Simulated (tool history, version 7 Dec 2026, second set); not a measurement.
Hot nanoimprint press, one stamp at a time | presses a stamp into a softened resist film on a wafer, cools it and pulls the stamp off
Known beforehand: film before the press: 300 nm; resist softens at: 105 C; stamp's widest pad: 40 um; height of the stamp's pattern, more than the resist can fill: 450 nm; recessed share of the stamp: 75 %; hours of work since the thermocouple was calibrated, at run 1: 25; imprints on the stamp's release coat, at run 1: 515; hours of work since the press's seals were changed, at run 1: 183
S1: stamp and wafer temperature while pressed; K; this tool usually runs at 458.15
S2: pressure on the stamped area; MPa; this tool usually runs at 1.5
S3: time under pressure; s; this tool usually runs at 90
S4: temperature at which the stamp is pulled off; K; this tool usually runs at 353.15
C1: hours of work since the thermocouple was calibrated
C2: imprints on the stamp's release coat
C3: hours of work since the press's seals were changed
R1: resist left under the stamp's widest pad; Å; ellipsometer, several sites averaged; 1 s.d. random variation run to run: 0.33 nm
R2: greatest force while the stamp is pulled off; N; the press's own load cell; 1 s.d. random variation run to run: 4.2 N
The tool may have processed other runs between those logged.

Run 1, day 0: usual settings; C1 25; C2 515; C3 183. Result: R1 1720 Å, R2 211 N.
Run 2, day 1.55: usual settings; C1 53; C2 614; C3 211. Result: R1 1726 Å, R2 207 N.
Run 3, day 2.642: usual settings; C1 72; C2 684; C3 231. Result: R1 1728 Å, R2 206 N.
Run 4, day 3.762: usual settings; C1 92; C2 755; C3 251. Result: R1 1728 Å, R2 206 N.
Run 5, day 5.012: usual settings; C1 115; C2 835; C3 273. Result: R1 1731 Å, R2 213 N.
Run 6, day 6.667: usual settings but S4 343.15 K; C1 144; C2 941; C3 303. Result: R1 1737 Å, R2 270 N.
Run 7, day 8.417: usual settings but S4 349.15 K; C1 176; C2 1052; C3 334. Result: R1 1740 Å, R2 229 N.
Run 8, day 9.308: usual settings but S3 54 s; C1 192; C2 1109; C3 351. Result: R1 2011 Å, R2 210 N.
Run 9, day 10.412: usual settings but S3 54 s; C1 212; C2 1180; C3 370. Result: R1 2029 Å, R2 203 N.
Run 10, day 11.683: usual settings but S3 54 s; C1 234; C2 1261; C3 393. Result: R1 2024 Å, R2 204 N.
Run 11, day 12.842: usual settings but S2 1.04 MPa; C1 255; C2 1335; C3 414. Result: R1 2023 Å, R2 201 N.
Run 12, day 13.792: usual settings but S2 1.04 MPa; C1 272; C2 1395; C3 431. Result: R1 2030 Å, R2 205 N.
Run 13, day 15.383: usual settings; C1 301; C2 1497; C3 459. Result: R1 1758 Å, R2 203 N.
Run 14, day 17.067: usual settings but S1 456.15 K; C1 331; C2 1604; C3 490. Result: R1 1827 Å, R2 205 N.
At day 17.979: stamp cleaned and given a new release coat.
Run 15, day 18.579: usual settings but S1 456.15 K; C1 354; C2 38; C3 512. Result: R1 1838 Å, R2 206 N.
At day 19.096: plate thermocouple calibrated.
At day 19.675: gauge calibrated.
Run 16, day 19.896: usual settings but S1 456.15 K; C1 14; C2 114; C3 534. Result: R1 1795 Å, R2 204 N.
Run 17, day 20.938: usual settings but S1 448.15 K, S2 1.74 MPa; C1 33; C2 181; C3 552. Result: R1 1985 Å, R2 200 N.
Run 18, day 22.742: usual settings but S1 447.15 K, S4 352.15 K; C1 65; C2 296; C3 585. Result: R1 2138 Å, R2 209 N.
Run 19, day 23.817: usual settings but S1 457.15 K, S2 0.99 MPa, S4 356.15 K; C1 85; C2 365; C3 604. Result: R1 2076 Å, R2 187 N.
Run 20, day 25.325: usual settings but S2 1.77 MPa, S4 343.15 K; C1 112; C2 461; C3 631. Result: R1 1616 Å, R2 266 N.
Run 21, day 26.667: usual settings but S1 453.15 K; C1 136; C2 547; C3 655. Result: R1 1923 Å, R2 211 N.
Run 22, day 28.308: usual settings but S1 450.15 K, S2 1.78 MPa, S3 165 s, S4 351.15 K; C1 165; C2 651; C3 685. Result: R1 1590 Å, R2 216 N.
Run 23, day 29.346: usual settings but S1 450.15 K, S2 1.78 MPa, S3 165 s, S4 351.15 K; C1 184; C2 718; C3 703. Result: R1 1594 Å, R2 210 N.
Run 24, day 30.175: usual settings but S1 450.15 K, S2 1.78 MPa, S3 165 s, S4 351.15 K; C1 199; C2 771; C3 718. Result: R1 1590 Å, R2 218 N.
Run 25, day 31.917: usual settings but S1 450.15 K, S2 1.78 MPa, S3 165 s, S4 351.15 K; C1 230; C2 882; C3 749. Result: R1 1598 Å, R2 218 N.
Run 26, day 32.688: usual settings but S1 453.15 K, S2 0.9 MPa, S3 165 s, S4 358.15 K; C1 244; C2 931; C3 763. Result: R1 1984 Å, R2 180 N.
Run 27, day 33.725: usual settings but S1 466.15 K, S3 136 s; C1 262; C2 997; C3 782. Result: R1 1292 Å, R2 208 N.

Run 28 comes next. What will it give?
Run 28, day 34.75: usual settings but S1 462.15 K, S2 1.05 MPa; C1 281; C2 1063; C3 800. Result: R1 ?, R2 ?.

R1: 1889 Å
R2: 202 N
Without the tool's hidden state the same run would have given R1 1848 Å, R2 201 N.

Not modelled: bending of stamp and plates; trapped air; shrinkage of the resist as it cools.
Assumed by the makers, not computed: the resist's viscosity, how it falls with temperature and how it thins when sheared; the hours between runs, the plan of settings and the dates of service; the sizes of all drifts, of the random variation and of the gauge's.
